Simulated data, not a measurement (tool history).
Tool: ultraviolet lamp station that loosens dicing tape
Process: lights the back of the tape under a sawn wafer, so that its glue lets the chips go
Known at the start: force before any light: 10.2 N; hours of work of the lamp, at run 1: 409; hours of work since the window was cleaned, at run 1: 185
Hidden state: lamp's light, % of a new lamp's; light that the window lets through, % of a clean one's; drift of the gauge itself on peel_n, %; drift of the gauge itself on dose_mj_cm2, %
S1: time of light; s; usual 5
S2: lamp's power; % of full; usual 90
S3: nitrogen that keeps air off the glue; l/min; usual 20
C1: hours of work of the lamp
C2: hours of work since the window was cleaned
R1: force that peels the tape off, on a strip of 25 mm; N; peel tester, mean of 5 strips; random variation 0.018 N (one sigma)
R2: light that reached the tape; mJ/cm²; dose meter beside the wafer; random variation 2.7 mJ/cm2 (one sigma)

run    hour  S1  S2  S3   C1   C2     R1   R2
  1     0.0   5  90  20  409  185  1.199  312
  2    31.8   3  90  20  425  201  2.717  187
  3    72.5   5  90  20  445  220  1.185  312
  4   118.7   5  90  20  467  243  1.217  305
  5   143.5   5  90  20  479  255  1.249  304
  6   166.8   3  90  20  491  266  2.700  182
  7   204.7   3  90  20  509  285  2.737  181
  8   235.6   3  90  20  524  300  2.794  183
  9   270.6   3  90  20  541  317  2.924  180
 10   299.1   5  90  20  555  331  1.257  300
      317.7  -- window cleaned of glue's vapour
 11   321.3   5  90  17  566    2  1.579  280
 12   365.8   5  90  17  587   23  1.527  282
 13   398.7   5  90  17  603   39  1.654  281
 14   430.3   4  90  20  619   55  2.059  222
      448.6  -- window cleaned of glue's vapour, once more
 15   469.6   5  90  20  638   10  1.202  307
 16   494.7   5  90  20  650   22  1.239  301
 17   519.7   8  81   7  662   35  1.366  438
 18   565.9   5  90  11  685   57  1.849  300
 19   594.6   5  90  11  699   71  1.956  300
 20   616.8   6  90  12  709   82  1.341  352
 21   662.4   5  81  12  732  104  2.292  266
 22   706.5   5  81  12  753  126  2.181  264
 23   743.3   5  81  12  771  144  2.231  263
 24   784.7   6  93   7  791  164  1.979  348
 25   805.0   8  69  39  801  174  0.590  353
 26   844.5   3  80  39  820  193  2.823  153
 27   883.4   3  80  39  839  212  2.862  148
 28   928.3   5  97   7  861  234  2.523  301
 29   949.9   9  84  20  872  244  0.505  463
 30   974.9   9  84  20  884  257  0.521  457
 31  1008.6   2  87  20  900  273  4.877  105
 32  1053.1   6  82  29  922  295  1.034  297

Hidden state or all else? Some run-to-run changes of R1, split into what the settings, what came in and random variation would give without the hidden state, and what is left for the hidden state (with any gauge scatter that isn't in both results):
Run 25 -> 26: S1 8 -> 3, S2 69 -> 80. R1 +2.233 N: hidden state +0.583, all else +1.650.
Run 28 -> 29: S1 5 -> 9, S2 97 -> 84, S3 7 -> 20. R1 -2.018 N: hidden state -0.611, all else -1.407.
Run 30 -> 31: S1 9 -> 2, S2 84 -> 87. R1 +4.356 N: hidden state +0.814, all else +3.542.
Run 31 -> 32: S1 2 -> 6, S2 87 -> 82, S3 20 -> 29. R1 -3.843 N: hidden state -0.555, all else -3.288.
